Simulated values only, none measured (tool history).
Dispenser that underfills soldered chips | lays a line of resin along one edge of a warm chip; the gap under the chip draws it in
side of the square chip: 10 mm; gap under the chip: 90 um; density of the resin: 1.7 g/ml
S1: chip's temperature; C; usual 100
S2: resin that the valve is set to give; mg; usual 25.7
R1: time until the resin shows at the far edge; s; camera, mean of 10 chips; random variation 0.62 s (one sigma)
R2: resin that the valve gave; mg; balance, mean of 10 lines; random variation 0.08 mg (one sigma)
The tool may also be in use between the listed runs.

Run 1, hour 0.0: usual settings. Result: R1 85.7 s, R2 25.66 mg.
At hour 1.0: new syringe of resin.
Run 2, hour 4.3: usual settings but S1 110 C. Result: R1 43.5 s, R2 25.70 mg.
Run 3, hour 9.5: usual settings but S2 26.1 mg. Result: R1 81.5 s, R2 25.86 mg.
At hour 11.9: new syringe of resin.
Run 4, hour 16.8: usual settings but S2 26.1 mg. Result: R1 66.7 s, R2 25.83 mg.
Run 5, hour 22.3: usual settings but S2 26.1 mg. Result: R1 87.1 s, R2 25.87 mg.
At hour 23.2: new syringe of resin.
Run 6, hour 29.4: usual settings but S2 26.1 mg. Result: R1 73.4 s, R2 25.97 mg.
At hour 34.4: new syringe of resin.
Run 7, hour 37.7: usual settings but S2 23.9 mg. Result: R1 65.0 s, R2 23.66 mg.
At hour 45.5: new syringe of resin.
Run 8, hour 45.5: usual settings but S2 23.9 mg. Result: R1 55.6 s, R2 23.58 mg.
Run 9, hour 51.0: usual settings but S2 28.5 mg. Result: R1 69.4 s, R2 28.26 mg.
At hour 56.8: new syringe of resin.
Run 10, hour 57.7: usual settings but S2 24.4 mg. Result: R1 59.2 s, R2 23.96 mg.
Run 11, hour 65.7: usual settings but S2 24.4 mg. Result: R1 82.8 s, R2 24.11 mg.
At hour 68.1: new syringe of resin.
Run 12, hour 73.9: usual settings but S2 24.4 mg. Result: R1 72.6 s, R2 24.11 mg.
At hour 75.4: dispensing valve cleaned and set on the balance.
At hour 79.9: new syringe of resin.
Run 13, hour 80.8: usual settings but S1 87 C. Result: R1 103.3 s, R2 25.71 mg.
Run 14, hour 86.0: usual settings but S1 87 C. Result: R1 127.3 s, R2 25.60 mg.
Run 15, hour 90.1: usual settings but S1 87 C, S2 27.1 mg. Result: R1 147.7 s, R2 26.89 mg.
At hour 91.1: new syringe of resin.
Run 16, hour 97.3: usual settings but S1 87 C, S2 27.1 mg. Result: R1 127.3 s, R2 27.09 mg.
At hour 102.0: new syringe of resin.
Run 17, hour 102.7: usual settings but S1 87 C, S2 27.1 mg. Result: R1 101.4 s, R2 26.75 mg.
Run 18, hour 106.7: usual settings but S2 26.2 mg. Result: R1 68.9 s, R2 25.96 mg.
Run 19, hour 111.5: usual settings but S1 85 C. Result: R1 157.7 s, R2 25.41 mg.
At hour 112.9: new syringe of resin.
Run 20, hour 117.4: usual settings but S1 114 C, S2 25.9 mg. Result: R1 39.8 s, R2 25.66 mg.
At hour 124.0: new syringe of resin.
Run 21, hour 126.2: usual settings but S1 86 C, S2 29.6 mg. Result: R1 114.7 s, R2 29.18 mg.
Run 22, hour 131.9: usual settings but S1 86 C, S2 29.6 mg. Result: R1 142.0 s, R2 29.18 mg.
At hour 135.1: new syringe of resin.
Run 23, hour 140.6: usual settings but S2 30.4 mg. Result: R1 72.5 s, R2 29.95 mg.
At hour 146.1: new syringe of resin.
Run 24, hour 149.4: usual settings but S1 111 C, S2 30.4 mg. Result: R1 42.8 s, R2 29.87 mg.
Run 25, hour 154.8: usual settings but S1 93 C, S2 23.6 mg. Result: R1 113.9 s, R2 23.24 mg.
At hour 157.6: new syringe of resin.
At hour 164.0: dispensing valve cleaned and set on the balance.
Run 26, hour 164.0: usual settings but S1 90 C, S2 31.3 mg. Result: R1 108.7 s, R2 31.22 mg.
At hour 169.5: new syringe of resin.
Run 27, hour 169.8: usual settings but S1 96 C, S2 22.7 mg. Result: R1 69.8 s, R2 22.65 mg.
Run 28, hour 174.7: usual settings but S1 99 C, S2 24.3 mg. Result: R1 73.9 s, R2 24.24 mg.
At hour 180.7: new syringe of resin.
Run 29, hour 182.2: usual settings but S1 103 C, S2 25.6 mg. Result: R1 55.4 s, R2 25.43 mg.
Run 30, hour 187.4: usual settings but S1 103 C, S2 25.6 mg. Result: R1 69.1 s, R2 25.45 mg.
At hour 192.0: new syringe of resin.
Run 31, hour 196.5: usual settings but S1 103 C, S2 25.6 mg. Result: R1 60.6 s, R2 25.44 mg.
At hour 202.8: new syringe of resin.
Run 32, hour 205.7: usual settings but S1 103 C, S2 25.6 mg. Result: R1 58.1 s, R2 25.24 mg.
Run 33, hour 211.1: usual settings but S1 103 C, S2 25.6 mg. Result: R1 73.1 s, R2 25.31 mg.
At hour 213.9: new syringe of resin.
Run 34, hour 217.3: usual settings but S1 94 C. Result: R1 87.1 s, R2 25.41 mg.
At hour 224.9: new syringe of resin.
Run 35, hour 227.1: usual settings but S1 92 C, S2 27.5 mg. Result: R1 90.0 s, R2 26.93 mg.
At hour 236.0: new syringe of resin.
Run 36, hour 236.0: usual settings but S1 104 C, S2 22.1 mg. Result: R1 52.3 s, R2 21.60 mg.

Hidden state or all else? Some run-to-run changes of R1, split into what the settings, what came in and random variation would give without the hidden state, and what is left for the hidden state (with any gauge scatter that isn't in both results):
The hidden state here: resin's viscosity, % of fresh resin's; dose that the valve gives, % of what is set; true chip temperature over the reading, C; drift of the gauge itself on fill_s, %; drift of the gauge itself on given_mg, %.
Run 18 -> 19: S1 100 -> 85, S2 26.2 -> 25.7. R1 +88.8 s: hidden state +40.9, all else +47.9.
Run 19 -> 20: S1 85 -> 114, S2 25.7 -> 25.9, new syringe of resin. R1 -117.9 s: hidden state -46.5, all else -71.4.
Run 20 -> 21: S1 114 -> 86, S2 25.9 -> 29.6, new syringe of resin. R1 +74.9 s: hidden state +5.8, all else +69.1.
Run 24 -> 25: S1 111 -> 93, S2 30.4 -> 23.6. R1 +71.1 s: hidden state +31.5, all else +39.6.

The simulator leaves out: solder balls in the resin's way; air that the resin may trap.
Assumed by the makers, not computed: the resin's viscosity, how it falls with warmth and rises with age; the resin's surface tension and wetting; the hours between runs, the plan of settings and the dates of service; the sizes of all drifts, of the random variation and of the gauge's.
